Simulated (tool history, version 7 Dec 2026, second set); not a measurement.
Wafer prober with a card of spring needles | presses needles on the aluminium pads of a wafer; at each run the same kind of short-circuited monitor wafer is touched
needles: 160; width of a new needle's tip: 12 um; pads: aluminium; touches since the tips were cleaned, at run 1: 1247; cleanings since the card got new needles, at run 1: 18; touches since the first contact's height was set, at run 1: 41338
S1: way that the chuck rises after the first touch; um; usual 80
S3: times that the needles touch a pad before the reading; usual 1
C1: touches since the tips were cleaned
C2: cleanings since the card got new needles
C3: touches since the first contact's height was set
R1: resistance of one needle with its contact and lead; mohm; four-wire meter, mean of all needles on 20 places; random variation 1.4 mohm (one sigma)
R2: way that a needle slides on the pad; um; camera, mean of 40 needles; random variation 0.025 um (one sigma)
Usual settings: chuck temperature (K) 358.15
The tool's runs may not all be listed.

{"run": 1, "hour": 0.0, "S1": 80, "chuck temperature (K)": 358.15, "S3": 1, "C1": 1247, "C2": 18, "C3": 41338, "R1": 120, "R2": 20.01}
{"run": 2, "hour": 4.7, "S1": 80, "chuck temperature (K)": 358.15, "S3": 1, "C1": 3629, "C2": 18, "C3": 43720, "R1": 129, "R2": 20.0}
{"run": 3, "hour": 11.6, "S1": 80, "chuck temperature (K)": 358.15, "S3": 3, "C1": 7076, "C2": 18, "C3": 47167, "R1": 123, "R2": 20.02}
{"hour": 13.6, "done": "tips cleaned on abrasive film"}
{"run": 4, "hour": 19.8, "S1": 80, "chuck temperature (K)": 358.15, "S3": 3, "C1": 3095, "C2": 19, "C3": 51255, "R1": 121, "R2": 19.96}
{"run": 5, "hour": 28.8, "S1": 80, "chuck temperature (K)": 358.15, "S3": 3, "C1": 7620, "C2": 19, "C3": 55780, "R1": 122, "R2": 20.03}
{"hour": 29.8, "done": "tips cleaned on abrasive film"}
{"run": 6, "hour": 39.4, "S1": 80, "chuck temperature (K)": 358.15, "S3": 3, "C1": 4827, "C2": 20, "C3": 61079, "R1": 120, "R2": 19.97}
{"hour": 45.8, "done": "tips cleaned on abrasive film"}
{"run": 7, "hour": 48.4, "S1": 80, "chuck temperature (K)": 358.15, "S3": 2, "C1": 1280, "C2": 21, "C3": 65560, "R1": 121, "R2": 19.94}
{"run": 8, "hour": 54.1, "S1": 80, "chuck temperature (K)": 358.15, "S3": 1, "C1": 4196, "C2": 21, "C3": 68476, "R1": 130, "R2": 19.94}
{"hour": 62.4, "done": "tips cleaned on abrasive film"}
{"run": 9, "hour": 62.9, "S1": 80, "chuck temperature (K)": 358.15, "S3": 1, "C1": 250, "C2": 22, "C3": 72836, "R1": 121, "R2": 19.88}
{"run": 10, "hour": 69.8, "S1": 80, "chuck temperature (K)": 310.15, "S3": 1, "C1": 3716, "C2": 22, "C3": 76302, "R1": 125, "R2": 19.99}
{"run": 11, "hour": 74.7, "S1": 80, "chuck temperature (K)": 310.15, "S3": 1, "C1": 6192, "C2": 22, "C3": 78778, "R1": 126, "R2": 19.98}
{"hour": 78.5, "done": "tips cleaned on abrasive film"}
{"run": 12, "hour": 81.8, "S1": 80, "chuck temperature (K)": 310.15, "S3": 1, "C1": 1682, "C2": 23, "C3": 82332, "R1": 118, "R2": 19.96}
{"run": 13, "hour": 86.5, "S1": 80, "chuck temperature (K)": 327.15, "S3": 1, "C1": 4042, "C2": 23, "C3": 84692, "R1": 126, "R2": 19.96}
{"run": 14, "hour": 92.7, "S1": 80, "chuck temperature (K)": 358.15, "S3": 1, "C1": 7183, "C2": 23, "C3": 87833, "R1": 132, "R2": 19.93}
{"hour": 95.3, "done": "tips cleaned on abrasive film"}
{"run": 15, "hour": 100.4, "S1": 80, "chuck temperature (K)": 358.15, "S3": 1, "C1": 2570, "C2": 24, "C3": 91625, "R1": 128, "R2": 19.94}
{"run": 16, "hour": 107.6, "S1": 80, "chuck temperature (K)": 358.15, "S3": 1, "C1": 6204, "C2": 24, "C3": 95259, "R1": 134, "R2": 19.92}
{"hour": 111.7, "done": "tips cleaned on abrasive film"}
{"run": 17, "hour": 116.5, "S1": 80, "chuck temperature (K)": 358.15, "S3": 1, "C1": 2415, "C2": 25, "C3": 99714, "R1": 126, "R2": 19.91}
{"run": 18, "hour": 125.4, "S1": 80, "chuck temperature (K)": 358.15, "S3": 1, "C1": 6900, "C2": 25, "C3": 104199, "R1": 133, "R2": 19.91}
{"hour": 128.3, "done": "tips cleaned on abrasive film"}
{"run": 19, "hour": 132.3, "S1": 84, "chuck temperature (K)": 372.15, "S3": 1, "C1": 2019, "C2": 26, "C3": 107616, "R1": 128, "R2": 20.88}
{"run": 20, "hour": 142.7, "S1": 84, "chuck temperature (K)": 372.15, "S3": 1, "C1": 7246, "C2": 26, "C3": 112843, "R1": 136, "R2": 20.88}
{"hour": 144.4, "done": "tips cleaned on abrasive film"}
{"run": 21, "hour": 150.1, "S1": 84, "chuck temperature (K)": 372.15, "S3": 1, "C1": 2900, "C2": 27, "C3": 116549, "R1": 128, "R2": 20.86}
{"run": 22, "hour": 155.8, "S1": 92, "chuck temperature (K)": 331.15, "S3": 2, "C1": 5739, "C2": 27, "C3": 119388, "R1": 120, "R2": 22.89}
{"hour": 160.5, "done": "tips cleaned on abrasive film"}
{"run": 23, "hour": 164.7, "S1": 92, "chuck temperature (K)": 331.15, "S3": 2, "C1": 2134, "C2": 28, "C3": 123862, "R1": 118, "R2": 22.91}
{"run": 24, "hour": 173.2, "S1": 92, "chuck temperature (K)": 321.15, "S3": 2, "C1": 6379, "C2": 28, "C3": 128107, "R1": 120, "R2": 22.83}
{"hour": 176.8, "done": "tips cleaned on abrasive film"}
{"hour": 178.6, "done": "height of the first contact set anew"}
{"run": 25, "hour": 181.8, "S1": 92, "chuck temperature (K)": 321.15, "S3": 2, "C1": 2403, "C2": 29, "C3": 1633, "R1": 117, "R2": 23.07}
{"run": 26, "hour": 192.0, "S1": 92, "chuck temperature (K)": 321.15, "S3": 2, "C1": 7522, "C2": 29, "C3": 6752, "R1": 120, "R2": 23.08}
{"hour": 193.5, "done": "tips cleaned on abrasive film"}
{"run": 27, "hour": 202.0, "S1": 69, "chuck temperature (K)": 321.15, "S3": 3, "C1": 4274, "C2": 30, "C3": 11733, "R1": 116, "R2": 17.32}
{"hour": 210.1, "done": "tips cleaned on abrasive film"}
{"run": 28, "hour": 210.1, "S1": 80, "chuck temperature (K)": 396.15, "S3": 1, "C1": 0, "C2": 31, "C3": 15771, "R1": 122, "R2": 20.09}
{"run": 29, "hour": 220.5, "S1": 80, "chuck temperature (K)": 304.15, "S3": 2, "C1": 5243, "C2": 31, "C3": 21014, "R1": 117, "R2": 20.01}
{"hour": 226.7, "done": "tips cleaned on abrasive film"}
{"run": 30, "hour": 231.1, "S1": 63, "chuck temperature (K)": 300.15, "S3": 3, "C1": 2210, "C2": 32, "C3": 26302, "R1": 114, "R2": 15.74}
{"run": 31, "hour": 239.6, "S1": 63, "chuck temperature (K)": 300.15, "S3": 3, "C1": 6528, "C2": 32, "C3": 30620, "R1": 114, "R2": 15.76}
{"hour": 243.5, "done": "tips cleaned on abrasive film"}
{"run": 32, "hour": 247.7, "S1": 63, "chuck temperature (K)": 300.15, "S3": 3, "C1": 2100, "C2": 33, "C3": 34623, "R1": 112, "R2": 15.73}
{"run": 33, "hour": 256.9, "S1": 74, "chuck temperature (K)": 388.15, "S3": 2, "C1": 6728, "C2": 33, "C3": 39251, "R1": 131, "R2": 18.49}
{"hour": 260.2, "done": "tips cleaned on abrasive film"}
{"run": 34, "hour": 264.9, "S1": 80, "chuck temperature (K)": 317.15, "S3": 3, "C1": 2396, "C2": 34, "C3": 43259, "R1": 113, "R2": 20.0}

Forecast each of these 4 alternatives for the next run:
{"run": "A", "hour": 275.2, "S1": 78, "chuck temperature (K)": 333.15, "S3": 3, "C1": 7571, "C2": 34, "C3": 48434, "R1": "?", "R2": "?"}
{"run": "B", "hour": 275.2, "S1": 88, "chuck temperature (K)": 299.15, "S3": 3, "C1": 7571, "C2": 34, "C3": 48434, "R1": "?", "R2": "?"}
{"run": "C", "hour": 275.2, "S1": 72, "chuck temperature (K)": 361.15, "S3": 1, "C1": 7571, "C2": 34, "C3": 48434, "R1": "?", "R2": "?"}
{"run": "D", "hour": 275.2, "S1": 71, "chuck temperature (K)": 358.15, "S3": 1, "C1": 7571, "C2": 34, "C3": 48434, "R1": "?", "R2": "?"}

run=A R1=121 R2=19.46
run=B R1=115 R2=22.00
run=C R1=132 R2=18.00
run=D R1=133 R2=17.73
Without the tool's hidden state the same runs would have given:
run=A R1=115 R2=19.55
run=B R1=110 R2=22.09
run=C R1=117 R2=18.09
run=D R1=117 R2=17.82

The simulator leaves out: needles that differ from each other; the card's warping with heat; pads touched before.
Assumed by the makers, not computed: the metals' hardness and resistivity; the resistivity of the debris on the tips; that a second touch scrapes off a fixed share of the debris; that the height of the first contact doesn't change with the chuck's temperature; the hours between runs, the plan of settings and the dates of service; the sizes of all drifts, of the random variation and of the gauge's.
